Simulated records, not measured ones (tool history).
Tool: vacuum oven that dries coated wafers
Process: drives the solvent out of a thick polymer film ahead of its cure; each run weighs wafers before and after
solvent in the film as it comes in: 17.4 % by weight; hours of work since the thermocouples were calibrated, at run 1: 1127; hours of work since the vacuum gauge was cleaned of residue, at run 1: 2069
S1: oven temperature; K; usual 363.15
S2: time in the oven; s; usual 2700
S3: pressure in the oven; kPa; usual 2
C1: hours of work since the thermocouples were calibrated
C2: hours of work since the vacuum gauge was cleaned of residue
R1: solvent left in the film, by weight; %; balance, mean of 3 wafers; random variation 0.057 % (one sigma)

{"run": 1, "hour": 0.0, "S1": 363.15, "S2": 2700, "S3": 2, "C1": 1127, "C2": 2069, "R1": 2.58}
{"run": 2, "hour": 116.7, "S1": 350.15, "S2": 2700, "S3": 2, "C1": 1218, "C2": 2160, "R1": 6.1}
{"run": 3, "hour": 241.4, "S1": 350.15, "S2": 2700, "S3": 2, "C1": 1315, "C2": 2258, "R1": 6.03}
{"run": 4, "hour": 306.8, "S1": 363.15, "S2": 2700, "S3": 2, "C1": 1366, "C2": 2309, "R1": 2.44}
{"run": 5, "hour": 419.7, "S1": 363.15, "S2": 2700, "S3": 2, "C1": 1455, "C2": 2397, "R1": 2.39}
{"run": 6, "hour": 503.3, "S1": 363.15, "S2": 2820, "S3": 2, "C1": 1520, "C2": 2462, "R1": 2.42}
{"hour": 535.1, "done": "vacuum gauge cleaned of residue and calibrated"}
{"run": 7, "hour": 586.8, "S1": 363.15, "S2": 2820, "S3": 2, "C1": 1584, "C2": 40, "R1": 2.02}
{"hour": 686.0, "done": "oven's thermocouples calibrated"}
{"run": 8, "hour": 716.0, "S1": 363.15, "S2": 2820, "S3": 2, "C1": 23, "C2": 140, "R1": 2.63}
{"run": 9, "hour": 822.7, "S1": 363.15, "S2": 2820, "S3": 2, "C1": 107, "C2": 223, "R1": 2.64}
{"run": 10, "hour": 899.5, "S1": 363.15, "S2": 2820, "S3": 2, "C1": 167, "C2": 283, "R1": 2.59}
{"run": 11, "hour": 1003.7, "S1": 363.15, "S2": 2820, "S3": 2, "C1": 248, "C2": 365, "R1": 2.6}
{"run": 12, "hour": 1070.2, "S1": 363.15, "S2": 4320, "S3": 2, "C1": 300, "C2": 417, "R1": 1.9}
{"run": 13, "hour": 1143.6, "S1": 350.15, "S2": 2700, "S3": 2, "C1": 358, "C2": 474, "R1": 6.46}
{"run": 14, "hour": 1267.9, "S1": 363.15, "S2": 2700, "S3": 2, "C1": 455, "C2": 571, "R1": 2.77}
{"run": 15, "hour": 1350.4, "S1": 363.15, "S2": 2700, "S3": 2, "C1": 519, "C2": 636, "R1": 2.61}
{"run": 16, "hour": 1469.9, "S1": 363.15, "S2": 2700, "S3": 2, "C1": 613, "C2": 729, "R1": 2.54}
{"run": 17, "hour": 1544.7, "S1": 363.15, "S2": 2700, "S3": 2, "C1": 671, "C2": 788, "R1": 2.62}
{"run": 18, "hour": 1661.2, "S1": 363.15, "S2": 2700, "S3": 2, "C1": 762, "C2": 879, "R1": 2.44}
{"run": 19, "hour": 1749.0, "S1": 363.15, "S2": 2700, "S3": 5.37, "C1": 831, "C2": 947, "R1": 5.07}
{"run": 20, "hour": 1829.3, "S1": 363.15, "S2": 2700, "S3": 5.37, "C1": 894, "C2": 1010, "R1": 4.96}
{"run": 21, "hour": 1891.7, "S1": 363.15, "S2": 2700, "S3": 5.37, "C1": 942, "C2": 1059, "R1": 5.02}
{"run": 22, "hour": 1999.2, "S1": 363.15, "S2": 2160, "S3": 2, "C1": 1026, "C2": 1143, "R1": 2.96}
{"run": 23, "hour": 2086.1, "S1": 363.15, "S2": 2160, "S3": 2, "C1": 1094, "C2": 1211, "R1": 2.88}
{"run": 24, "hour": 2193.4, "S1": 350.15, "S2": 1380, "S3": 2.5, "C1": 1178, "C2": 1295, "R1": 9.01}
{"run": 25, "hour": 2295.5, "S1": 374.15, "S2": 2700, "S3": 4.56, "C1": 1258, "C2": 1374, "R1": 2.53}
{"run": 26, "hour": 2379.0, "S1": 369.15, "S2": 2100, "S3": 5.96, "C1": 1323, "C2": 1440, "R1": 4.13}
{"run": 27, "hour": 2458.8, "S1": 365.15, "S2": 2700, "S3": 6.17, "C1": 1386, "C2": 1502, "R1": 4.99}
{"run": 28, "hour": 2511.3, "S1": 365.15, "S2": 2700, "S3": 6.17, "C1": 1427, "C2": 1543, "R1": 4.82}
{"run": 29, "hour": 2566.6, "S1": 374.15, "S2": 1500, "S3": 7.7, "C1": 1470, "C2": 1586, "R1": 4.52}
{"run": 30, "hour": 2695.1, "S1": 355.15, "S2": 1440, "S3": 7.7, "C1": 1570, "C2": 1687, "R1": 10.93}
{"run": 31, "hour": 2789.2, "S1": 355.15, "S2": 1920, "S3": 1.57, "C1": 1644, "C2": 1760, "R1": 4.85}
{"hour": 2813.4, "done": "oven's thermocouples calibrated"}
{"run": 32, "hour": 2913.0, "S1": 376.15, "S2": 1560, "S3": 1.59, "C1": 78, "C2": 1855, "R1": 1.51}
{"run": 33, "hour": 2980.8, "S1": 376.15, "S2": 1560, "S3": 1.59, "C1": 131, "C2": 1908, "R1": 1.59}
{"run": 34, "hour": 3065.3, "S1": 357.15, "S2": 1560, "S3": 2.34, "C1": 197, "C2": 1975, "R1": 6.88}
{"run": 35, "hour": 3149.8, "S1": 357.15, "S2": 1560, "S3": 2.34, "C1": 263, "C2": 2041, "R1": 6.97}
{"run": 36, "hour": 3261.9, "S1": 357.15, "S2": 1560, "S3": 2.34, "C1": 351, "C2": 2128, "R1": 6.61}
{"run": 37, "hour": 3350.7, "S1": 363.15, "S2": 1920, "S3": 3.51, "C1": 420, "C2": 2198, "R1": 4.7}
{"run": 38, "hour": 3405.2, "S1": 363.15, "S2": 1920, "S3": 3.51, "C1": 463, "C2": 2240, "R1": 4.69}
{"run": 39, "hour": 3489.9, "S1": 360.15, "S2": 2700, "S3": 1.16, "C1": 529, "C2": 2306, "R1": 2.65}
{"run": 40, "hour": 3586.7, "S1": 363.15, "S2": 3000, "S3": 1.13, "C1": 604, "C2": 2382, "R1": 1.8}
{"run": 41, "hour": 3647.1, "S1": 363.15, "S2": 3000, "S3": 1.13, "C1": 652, "C2": 2429, "R1": 1.77}
{"hour": 3720.7, "done": "vacuum gauge cleaned of residue and calibrated"}
{"run": 42, "hour": 3756.3, "S1": 374.15, "S2": 4860, "S3": 1.13, "C1": 736, "C2": 28, "R1": 0.53}
{"run": 43, "hour": 3850.9, "S1": 374.15, "S2": 4860, "S3": 1.13, "C1": 810, "C2": 102, "R1": 0.62}
{"run": 44, "hour": 3908.4, "S1": 356.15, "S2": 1740, "S3": 2.68, "C1": 855, "C2": 147, "R1": 6.23}
{"run": 45, "hour": 4031.8, "S1": 356.15, "S2": 1740, "S3": 2.68, "C1": 951, "C2": 243, "R1": 6.17}

Forecast each of these 3 alternatives for the next run:
{"run": "A", "hour": 4135.7, "S1": 356.15, "S2": 1740, "S3": 3.92, "C1": 1032, "C2": 324, "R1": "?"}
{"run": "B", "hour": 4135.7, "S1": 350.15, "S2": 3660, "S3": 1.46, "C1": 1032, "C2": 324, "R1": "?"}
{"run": "C", "hour": 4135.7, "S1": 356.15, "S2": 2160, "S3": 2.68, "C1": 1032, "C2": 324, "R1": "?"}

run=A R1=7.17
run=B R1=3.85
run=C R1=5.27
Without the tool's hidden state the same runs would have given:
run=A R1=8.03
run=B R1=4.57
run=C R1=6.07

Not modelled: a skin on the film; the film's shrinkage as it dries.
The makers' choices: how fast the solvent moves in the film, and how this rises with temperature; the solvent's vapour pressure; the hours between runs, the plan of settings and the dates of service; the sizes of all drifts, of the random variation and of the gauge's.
